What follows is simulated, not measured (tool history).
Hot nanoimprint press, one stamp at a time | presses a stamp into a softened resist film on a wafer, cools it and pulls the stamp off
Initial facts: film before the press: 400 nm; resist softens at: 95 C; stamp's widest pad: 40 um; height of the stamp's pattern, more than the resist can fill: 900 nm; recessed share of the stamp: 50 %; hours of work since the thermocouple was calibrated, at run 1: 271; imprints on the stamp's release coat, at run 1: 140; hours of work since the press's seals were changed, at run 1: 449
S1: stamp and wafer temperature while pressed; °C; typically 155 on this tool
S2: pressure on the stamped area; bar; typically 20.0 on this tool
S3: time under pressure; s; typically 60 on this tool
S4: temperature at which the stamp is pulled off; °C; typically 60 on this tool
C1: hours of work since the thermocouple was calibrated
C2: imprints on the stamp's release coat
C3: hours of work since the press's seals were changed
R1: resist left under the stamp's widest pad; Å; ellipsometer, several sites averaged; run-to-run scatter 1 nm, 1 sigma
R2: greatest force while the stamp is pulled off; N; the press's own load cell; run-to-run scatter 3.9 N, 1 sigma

run,hour,S1,S2,S3,S4,C1,C2,C3,R1,R2
1,0.0,155,20.0,60,60,271,140,449,1519,204
2,11.3,165,20.0,60,60,278,164,456,945,209
3,29.7,165,20.0,60,60,290,204,468,941,206
4,44.1,165,20.0,60,60,298,235,477,944,205
5,55.6,165,20.0,60,60,305,260,484,933,213
6,67.9,155,20.0,60,50,313,286,491,1512,283
7,87.7,155,25.3,60,60,325,329,503,1339,229
8,102.1,155,25.3,60,60,334,360,512,1346,226
9,117.9,155,25.3,60,60,344,394,522,1340,237
10,131.6,155,25.3,60,60,352,423,530,1352,236
11,152.4,145,28.7,55,62,365,468,543,2133,235
# hour 162.3: plate thermocouple calibrated
12,170.1,167,25.7,88,50,5,500,552,635,298
13,188.0,167,25.7,88,50,16,538,563,638,304

Hidden state at the last listed run before each entry between runs and at the first one after, where it differs:
Runs 11 to 12: plate thermocouple calibrated (hour 162.3)
  true temperature over the reading, C: -0.53 -> 0.05; pressure that arrives at the usual setting, %: 96.23 -> 96.16; grip of the stamp's worn release coat, % over a new coat's: 23.4 -> 25.1
  difference, measured minus the result without the unlogged condition, R1: +106 -> +17 Å; R2: +47 -> +60 N

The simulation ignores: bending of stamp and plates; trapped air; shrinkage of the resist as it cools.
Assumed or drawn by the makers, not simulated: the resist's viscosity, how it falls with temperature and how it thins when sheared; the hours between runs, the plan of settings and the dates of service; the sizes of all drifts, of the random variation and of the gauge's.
